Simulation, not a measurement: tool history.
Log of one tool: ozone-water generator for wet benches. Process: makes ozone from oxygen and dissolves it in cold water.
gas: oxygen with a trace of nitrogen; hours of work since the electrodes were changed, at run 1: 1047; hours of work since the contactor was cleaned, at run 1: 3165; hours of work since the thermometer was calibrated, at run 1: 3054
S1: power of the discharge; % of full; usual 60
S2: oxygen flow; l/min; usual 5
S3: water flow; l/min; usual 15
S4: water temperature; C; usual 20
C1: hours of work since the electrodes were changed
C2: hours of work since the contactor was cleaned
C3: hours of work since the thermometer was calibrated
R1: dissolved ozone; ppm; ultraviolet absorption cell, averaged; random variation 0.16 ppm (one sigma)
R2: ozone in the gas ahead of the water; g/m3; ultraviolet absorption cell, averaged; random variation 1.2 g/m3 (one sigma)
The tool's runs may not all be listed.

{"run": 1, "day": 0.0, "S1": 60, "S2": 5, "S3": 15, "S4": 20, "C1": 1047, "C2": 3165, "C3": 3054, "R1": 20.6, "R2": 235.2}
{"run": 2, "day": 1.758, "S1": 60, "S2": 5, "S3": 15, "S4": 20, "C1": 1074, "C2": 3191, "C3": 3080, "R1": 20.8, "R2": 240.2}
{"run": 3, "day": 4.025, "S1": 60, "S2": 5, "S3": 15, "S4": 20, "C1": 1108, "C2": 3225, "C3": 3114, "R1": 20.6, "R2": 240.2}
{"run": 4, "day": 5.267, "S1": 60, "S2": 5, "S3": 15, "S4": 20, "C1": 1126, "C2": 3244, "C3": 3133, "R1": 20.8, "R2": 236.7}
{"day": 6.425, "done": "contactor cleaned"}
{"run": 5, "day": 7.838, "S1": 60, "S2": 5, "S3": 15, "S4": 20, "C1": 1162, "C2": 21, "C3": 3169, "R1": 20.9, "R2": 237.7}
{"run": 6, "day": 9.2, "S1": 60, "S2": 5, "S3": 15, "S4": 20, "C1": 1183, "C2": 42, "C3": 3190, "R1": 21.1, "R2": 237.7}
{"run": 7, "day": 10.529, "S1": 66, "S2": 5, "S3": 15, "S4": 20, "C1": 1203, "C2": 62, "C3": 3210, "R1": 22, "R2": 251.1}
{"run": 8, "day": 12.612, "S1": 66, "S2": 5, "S3": 15, "S4": 20, "C1": 1234, "C2": 93, "C3": 3241, "R1": 21.8, "R2": 251.5}
{"run": 9, "day": 14.367, "S1": 60, "S2": 5, "S3": 15, "S4": 20, "C1": 1260, "C2": 119, "C3": 3267, "R1": 20.6, "R2": 238.5}
{"run": 10, "day": 16.9, "S1": 60, "S2": 5, "S3": 15, "S4": 20, "C1": 1298, "C2": 157, "C3": 3305, "R1": 20.8, "R2": 239.7}
{"run": 11, "day": 18.621, "S1": 60, "S2": 5, "S3": 15, "S4": 14, "C1": 1324, "C2": 183, "C3": 3331, "R1": 22.8, "R2": 239.7}
{"run": 12, "day": 20.254, "S1": 60, "S2": 5, "S3": 15, "S4": 20, "C1": 1349, "C2": 208, "C3": 3356, "R1": 21, "R2": 239}
{"day": 21.408, "done": "water thermometer calibrated"}
{"run": 13, "day": 21.933, "S1": 60, "S2": 5, "S3": 15, "S4": 20, "C1": 1374, "C2": 233, "C3": 8, "R1": 20.6, "R2": 237.2}
{"run": 14, "day": 23.529, "S1": 60, "S2": 5, "S3": 15, "S4": 20, "C1": 1398, "C2": 257, "C3": 32, "R1": 20.7, "R2": 238.7}
{"run": 15, "day": 25.417, "S1": 60, "S2": 5, "S3": 15, "S4": 20, "C1": 1426, "C2": 285, "C3": 60, "R1": 21, "R2": 238.3}
{"run": 16, "day": 27.508, "S1": 60, "S2": 5, "S3": 15, "S4": 20, "C1": 1457, "C2": 316, "C3": 92, "R1": 20.8, "R2": 237.5}
{"run": 17, "day": 29.2, "S1": 60, "S2": 5, "S3": 15, "S4": 20, "C1": 1483, "C2": 342, "C3": 117, "R1": 20.8, "R2": 238.6}
{"run": 18, "day": 31.392, "S1": 49, "S2": 5, "S3": 15, "S4": 14, "C1": 1516, "C2": 375, "C3": 150, "R1": 20.5, "R2": 215.3}
{"run": 19, "day": 32.658, "S1": 49, "S2": 5, "S3": 15, "S4": 14, "C1": 1535, "C2": 394, "C3": 169, "R1": 20.3, "R2": 213.1}
{"run": 20, "day": 35.183, "S1": 68, "S2": 5, "S3": 11, "S4": 20, "C1": 1573, "C2": 432, "C3": 207, "R1": 27.6, "R2": 255.4}
{"run": 21, "day": 36.967, "S1": 68, "S2": 5, "S3": 11, "S4": 20, "C1": 1599, "C2": 458, "C3": 234, "R1": 27.3, "R2": 257.5}
{"run": 22, "day": 39.258, "S1": 68, "S2": 5, "S3": 11, "S4": 20, "C1": 1634, "C2": 493, "C3": 268, "R1": 27.4, "R2": 255.5}
{"run": 23, "day": 41.304, "S1": 60, "S2": 4.27, "S3": 15, "S4": 20, "C1": 1664, "C2": 523, "C3": 299, "R1": 20.4, "R2": 257.6}
{"run": 24, "day": 43.004, "S1": 60, "S2": 6.66, "S3": 9, "S4": 27, "C1": 1690, "C2": 549, "C3": 324, "R1": 23.2, "R2": 207.1}
{"run": 25, "day": 44.996, "S1": 60, "S2": 5, "S3": 15, "S4": 25, "C1": 1720, "C2": 579, "C3": 354, "R1": 19.1, "R2": 237.5}
{"run": 26, "day": 47.367, "S1": 60, "S2": 5, "S3": 15, "S4": 25, "C1": 1755, "C2": 614, "C3": 390, "R1": 18.7, "R2": 236.5}
{"run": 27, "day": 49.721, "S1": 48, "S2": 5, "S3": 15, "S4": 25, "C1": 1791, "C2": 650, "C3": 425, "R1": 16.9, "R2": 211}
{"run": 28, "day": 51.442, "S1": 40, "S2": 5.67, "S3": 10, "S4": 16, "C1": 1817, "C2": 676, "C3": 451, "R1": 23.2, "R2": 177.6}
{"run": 29, "day": 53.246, "S1": 60, "S2": 5, "S3": 10, "S4": 27, "C1": 1844, "C2": 703, "C3": 478, "R1": 23.2, "R2": 240.6}
{"run": 30, "day": 54.638, "S1": 56, "S2": 4.96, "S3": 11, "S4": 27, "C1": 1865, "C2": 724, "C3": 499, "R1": 21.1, "R2": 230.1}
{"run": 31, "day": 55.775, "S1": 56, "S2": 3.65, "S3": 11, "S4": 13, "C1": 1882, "C2": 741, "C3": 516, "R1": 28.4, "R2": 268.2}
{"run": 32, "day": 56.938, "S1": 56, "S2": 3.65, "S3": 20, "S4": 13, "C1": 1899, "C2": 758, "C3": 533, "R1": 16.8, "R2": 270.8}
{"run": 33, "day": 58.138, "S1": 56, "S2": 4.29, "S3": 18, "S4": 13, "C1": 1917, "C2": 776, "C3": 552, "R1": 18.8, "R2": 248.5}

Forecast each of these 4 alternatives for the next run:
{"run": "A", "day": 60.679, "S1": 77, "S2": 5, "S3": 15, "S4": 20, "C1": 1955, "C2": 814, "C3": 590, "R1": "?", "R2": "?"}
{"run": "B", "day": 60.679, "S1": 60, "S2": 5, "S3": 17, "S4": 18, "C1": 1955, "C2": 814, "C3": 590, "R1": "?", "R2": "?"}
{"run": "C", "day": 60.679, "S1": 75, "S2": 5, "S3": 15, "S4": 23, "C1": 1955, "C2": 814, "C3": 590, "R1": "?", "R2": "?"}
{"run": "D", "day": 60.679, "S1": 55, "S2": 2.71, "S3": 18, "S4": 21, "C1": 1955, "C2": 814, "C3": 590, "R1": "?", "R2": "?"}

run=A R1=23.9 R2=272.5
run=B R1=19.7 R2=241.6
run=C R1=22.4 R2=269.6
run=D R1=16.2 R2=311.1
Without the tool's hidden state the same runs would have given:
run=A R1=24 R2=272.9
run=B R1=19.8 R2=241.9
run=C R1=22.5 R2=270
run=D R1=16.2 R2=311.5
